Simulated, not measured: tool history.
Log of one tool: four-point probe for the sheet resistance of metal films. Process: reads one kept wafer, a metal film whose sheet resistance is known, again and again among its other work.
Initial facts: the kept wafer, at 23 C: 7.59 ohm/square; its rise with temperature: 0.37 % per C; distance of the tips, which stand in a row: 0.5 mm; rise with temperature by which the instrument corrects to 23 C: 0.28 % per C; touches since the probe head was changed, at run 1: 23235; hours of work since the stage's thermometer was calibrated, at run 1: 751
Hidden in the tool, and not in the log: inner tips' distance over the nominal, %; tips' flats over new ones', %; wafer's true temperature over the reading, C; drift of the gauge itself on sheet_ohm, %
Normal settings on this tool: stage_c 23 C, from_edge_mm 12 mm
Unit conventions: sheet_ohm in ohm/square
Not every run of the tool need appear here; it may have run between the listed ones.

run   hour  stage_c  from_edge_mm  touches since the probe head was changed  hours of work since the stage's thermometer was calibrated  sheet_ohm
  1    0.0       23            12                                     23235                                                         751   7.597234
  2   16.8       23            12                                     23793                                                         758   7.599477
  3   31.3       23            12                                     24275                                                         765   7.596219
  4   49.5       23            12                                     24879                                                         772   7.597124
  5   61.1       23            12                                     25263                                                         777   7.595985
  6   69.8       23            12                                     25552                                                         781   7.596245
  7   82.5       23            12                                     25973                                                         787   7.597951
  8   91.2       23            12                                     26262                                                         790   7.594862
  9  105.8       23            12                                     26745                                                         797   7.597358
 10  114.7       23            12                                     27042                                                         800   7.595157
 11  129.7       23            12                                     27540                                                         807   7.596637
 12  149.0       23            12                                     28180                                                         815   7.597310
 13  157.9       23            12                                     28476                                                         819   7.597644
 14  169.3       23            12                                     28852                                                         824   7.598246
 15  186.4       23            12                                     29423                                                         831   7.597428
 16  204.5       25            12                                     30021                                                         839   7.613433
 17  220.1       23            30                                     30540                                                         845   7.591970
 18  230.9       23            30                                     30899                                                         850   7.589518
 19  242.0       28             7                                     31268                                                         855   7.648810
 20  256.2       23            11                                     31737                                                         861   7.601767
 21  269.1       23            11                                     32166                                                         866   7.597710
 22  286.9       23            11                                     32755                                                         874   7.598688
 23  295.3       23            11                                     33033                                                         878   7.598227
 24  314.1       22            23                                     33660                                                         886   7.585213
 25  327.7       33             5                                     34108                                                         892   7.704672

Consider 3 possible next runs. They are alternatives, not a sequence: every one starts from the tool as it was left by run 25. What does each give?
  A  336.3       19             5                                     34395                                                         895          ?
  B  336.3       27            12                                     34395                                                         895          ?
  C  336.3       28             6                                     34395                                                         895          ?

run  sheet_ohm
  A   7.598449
  B   7.626790
  C   7.653763
Without the tool's hidden state the same runs would have given:
run  sheet_ohm
  A   7.598437
  B   7.626780
  C   7.653753
